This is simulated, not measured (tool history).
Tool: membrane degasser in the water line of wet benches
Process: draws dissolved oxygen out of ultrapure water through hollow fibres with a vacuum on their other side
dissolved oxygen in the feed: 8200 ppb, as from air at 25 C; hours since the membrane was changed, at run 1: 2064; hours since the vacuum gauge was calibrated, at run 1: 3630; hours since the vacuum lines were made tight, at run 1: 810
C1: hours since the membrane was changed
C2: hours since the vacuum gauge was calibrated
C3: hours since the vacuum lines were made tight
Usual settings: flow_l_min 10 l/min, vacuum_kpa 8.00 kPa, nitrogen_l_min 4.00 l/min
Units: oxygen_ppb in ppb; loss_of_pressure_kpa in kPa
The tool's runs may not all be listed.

{"run": 1, "hour": 0.0, "flow_l_min": 10, "vacuum_kpa": 8.0, "nitrogen_l_min": 4.0, "C1": 2064, "C2": 3630, "C3": 810, "oxygen_ppb": 178.5, "loss_of_pressure_kpa": 30.7}
{"run": 2, "hour": 52.9, "flow_l_min": 10, "vacuum_kpa": 8.0, "nitrogen_l_min": 4.0, "C1": 2117, "C2": 3683, "C3": 862, "oxygen_ppb": 180.8, "loss_of_pressure_kpa": 30.76}
{"run": 3, "hour": 89.7, "flow_l_min": 10, "vacuum_kpa": 8.0, "nitrogen_l_min": 4.0, "C1": 2154, "C2": 3720, "C3": 899, "oxygen_ppb": 177.7, "loss_of_pressure_kpa": 30.88}
{"run": 4, "hour": 136.2, "flow_l_min": 10, "vacuum_kpa": 8.0, "nitrogen_l_min": 6.3, "C1": 2200, "C2": 3766, "C3": 946, "oxygen_ppb": 170.5, "loss_of_pressure_kpa": 30.82}
{"run": 5, "hour": 193.2, "flow_l_min": 10, "vacuum_kpa": 8.0, "nitrogen_l_min": 1.66, "C1": 2257, "C2": 3823, "C3": 1003, "oxygen_ppb": 218.8, "loss_of_pressure_kpa": 30.59}
{"run": 6, "hour": 227.6, "flow_l_min": 10, "vacuum_kpa": 8.0, "nitrogen_l_min": 1.66, "C1": 2291, "C2": 3857, "C3": 1037, "oxygen_ppb": 219.8, "loss_of_pressure_kpa": 30.72}
{"run": 7, "hour": 260.6, "flow_l_min": 10, "vacuum_kpa": 8.0, "nitrogen_l_min": 1.63, "C1": 2324, "C2": 3891, "C3": 1070, "oxygen_ppb": 219.6, "loss_of_pressure_kpa": 30.83}
{"run": 8, "hour": 301.0, "flow_l_min": 10, "vacuum_kpa": 8.0, "nitrogen_l_min": 1.63, "C1": 2365, "C2": 3931, "C3": 1111, "oxygen_ppb": 219.2, "loss_of_pressure_kpa": 30.82}
{"run": 9, "hour": 362.4, "flow_l_min": 10, "vacuum_kpa": 8.0, "nitrogen_l_min": 1.63, "C1": 2426, "C2": 3992, "C3": 1172, "oxygen_ppb": 221.0, "loss_of_pressure_kpa": 30.73}
{"hour": 367.7, "done": "vacuum gauge calibrated"}
{"run": 10, "hour": 413.1, "flow_l_min": 10, "vacuum_kpa": 8.0, "nitrogen_l_min": 1.63, "C1": 2476, "C2": 45, "C3": 1222, "oxygen_ppb": 227.7, "loss_of_pressure_kpa": 30.65}
{"run": 11, "hour": 466.9, "flow_l_min": 10, "vacuum_kpa": 8.0, "nitrogen_l_min": 1.63, "C1": 2530, "C2": 99, "C3": 1276, "oxygen_ppb": 220.4, "loss_of_pressure_kpa": 30.93}
{"hour": 490.7, "done": "vacuum gauge calibrated, once more"}
{"run": 12, "hour": 512.0, "flow_l_min": 10, "vacuum_kpa": 8.0, "nitrogen_l_min": 4.0, "C1": 2575, "C2": 21, "C3": 1321, "oxygen_ppb": 181.3, "loss_of_pressure_kpa": 30.85}
{"run": 13, "hour": 573.4, "flow_l_min": 10, "vacuum_kpa": 5.04, "nitrogen_l_min": 4.0, "C1": 2636, "C2": 83, "C3": 1382, "oxygen_ppb": 162.6, "loss_of_pressure_kpa": 30.7}
{"run": 14, "hour": 603.6, "flow_l_min": 10, "vacuum_kpa": 5.04, "nitrogen_l_min": 4.0, "C1": 2666, "C2": 113, "C3": 1412, "oxygen_ppb": 163.9, "loss_of_pressure_kpa": 30.72}
{"run": 15, "hour": 664.6, "flow_l_min": 10, "vacuum_kpa": 5.04, "nitrogen_l_min": 4.0, "C1": 2727, "C2": 174, "C3": 1473, "oxygen_ppb": 165.5, "loss_of_pressure_kpa": 30.89}
{"run": 16, "hour": 736.7, "flow_l_min": 10, "vacuum_kpa": 8.0, "nitrogen_l_min": 6.25, "C1": 2799, "C2": 246, "C3": 1545, "oxygen_ppb": 170.8, "loss_of_pressure_kpa": 30.77}
{"run": 17, "hour": 776.1, "flow_l_min": 10, "vacuum_kpa": 11.83, "nitrogen_l_min": 2.4, "C1": 2839, "C2": 285, "C3": 1585, "oxygen_ppb": 236.8, "loss_of_pressure_kpa": 31.04}
{"run": 18, "hour": 825.5, "flow_l_min": 10, "vacuum_kpa": 11.83, "nitrogen_l_min": 2.4, "C1": 2888, "C2": 335, "C3": 1634, "oxygen_ppb": 242.0, "loss_of_pressure_kpa": 31.17}
{"run": 19, "hour": 880.5, "flow_l_min": 10, "vacuum_kpa": 11.83, "nitrogen_l_min": 2.4, "C1": 2943, "C2": 390, "C3": 1689, "oxygen_ppb": 239.7, "loss_of_pressure_kpa": 31.03}
{"run": 20, "hour": 942.6, "flow_l_min": 8, "vacuum_kpa": 8.0, "nitrogen_l_min": 3.58, "C1": 3005, "C2": 452, "C3": 1751, "oxygen_ppb": 114.6, "loss_of_pressure_kpa": 24.71}
{"run": 21, "hour": 977.1, "flow_l_min": 8, "vacuum_kpa": 8.0, "nitrogen_l_min": 3.58, "C1": 3040, "C2": 486, "C3": 1786, "oxygen_ppb": 117.3, "loss_of_pressure_kpa": 24.63}
{"run": 22, "hour": 1029.8, "flow_l_min": 10, "vacuum_kpa": 8.0, "nitrogen_l_min": 11.45, "C1": 3093, "C2": 539, "C3": 1838, "oxygen_ppb": 165.5, "loss_of_pressure_kpa": 31.09}
{"run": 23, "hour": 1101.2, "flow_l_min": 6, "vacuum_kpa": 19.97, "nitrogen_l_min": 4.0, "C1": 3164, "C2": 610, "C3": 1910, "oxygen_ppb": 104.7, "loss_of_pressure_kpa": 18.44}
{"run": 24, "hour": 1170.6, "flow_l_min": 6, "vacuum_kpa": 6.54, "nitrogen_l_min": 4.0, "C1": 3233, "C2": 680, "C3": 1979, "oxygen_ppb": 55.5, "loss_of_pressure_kpa": 18.45}
{"run": 25, "hour": 1213.5, "flow_l_min": 10, "vacuum_kpa": 8.0, "nitrogen_l_min": 4.78, "C1": 3276, "C2": 723, "C3": 2022, "oxygen_ppb": 177.7, "loss_of_pressure_kpa": 30.91}
{"run": 26, "hour": 1245.3, "flow_l_min": 15, "vacuum_kpa": 18.91, "nitrogen_l_min": 11.18, "C1": 3308, "C2": 755, "C3": 2054, "oxygen_ppb": 392.4, "loss_of_pressure_kpa": 46.36}
{"run": 27, "hour": 1289.5, "flow_l_min": 14, "vacuum_kpa": 11.5, "nitrogen_l_min": 2.72, "C1": 3352, "C2": 799, "C3": 2098, "oxygen_ppb": 413.2, "loss_of_pressure_kpa": 43.2}
{"run": 28, "hour": 1338.8, "flow_l_min": 14, "vacuum_kpa": 11.5, "nitrogen_l_min": 2.72, "C1": 3402, "C2": 848, "C3": 2147, "oxygen_ppb": 400.7, "loss_of_pressure_kpa": 43.43}
{"run": 29, "hour": 1389.5, "flow_l_min": 6, "vacuum_kpa": 11.14, "nitrogen_l_min": 4.0, "C1": 3452, "C2": 899, "C3": 2198, "oxygen_ppb": 70.1, "loss_of_pressure_kpa": 18.48}
{"run": 30, "hour": 1426.1, "flow_l_min": 10, "vacuum_kpa": 10.77, "nitrogen_l_min": 4.0, "C1": 3489, "C2": 935, "C3": 2235, "oxygen_ppb": 202.5, "loss_of_pressure_kpa": 30.57}
{"run": 31, "hour": 1490.5, "flow_l_min": 14, "vacuum_kpa": 9.24, "nitrogen_l_min": 7.6, "C1": 3553, "C2": 1000, "C3": 2299, "oxygen_ppb": 333.5, "loss_of_pressure_kpa": 43.17}
{"run": 32, "hour": 1537.1, "flow_l_min": 9, "vacuum_kpa": 14.62, "nitrogen_l_min": 10.6, "C1": 3600, "C2": 1046, "C3": 2346, "oxygen_ppb": 145.0, "loss_of_pressure_kpa": 28.03}

Hidden state at the last listed run before each entry between runs and at the first one after, where it differs:
Between runs 9 and 10: vacuum gauge calibrated (hour 367.7)
  true pressure behind the membrane over the reading, kPa: 0.17 -> 0.25; air that leaks in behind the membrane, l/min: 0.0043 -> 0.0044
  measured less the result without the state, oxygen_ppb: +10.4 -> +12.1 ppb; loss_of_pressure_kpa: +0.39 -> +0.40 kPa
Between runs 11 and 12: vacuum gauge calibrated, once more (hour 490.7)
  true pressure behind the membrane over the reading, kPa: 0.25 -> 0.05; air that leaks in behind the membrane, l/min: 0.0045 -> 0.0046
  measured less the result without the state, oxygen_ppb: +11.8 -> +8.7 ppb; loss_of_pressure_kpa: +0.42 -> +0.42 kPa
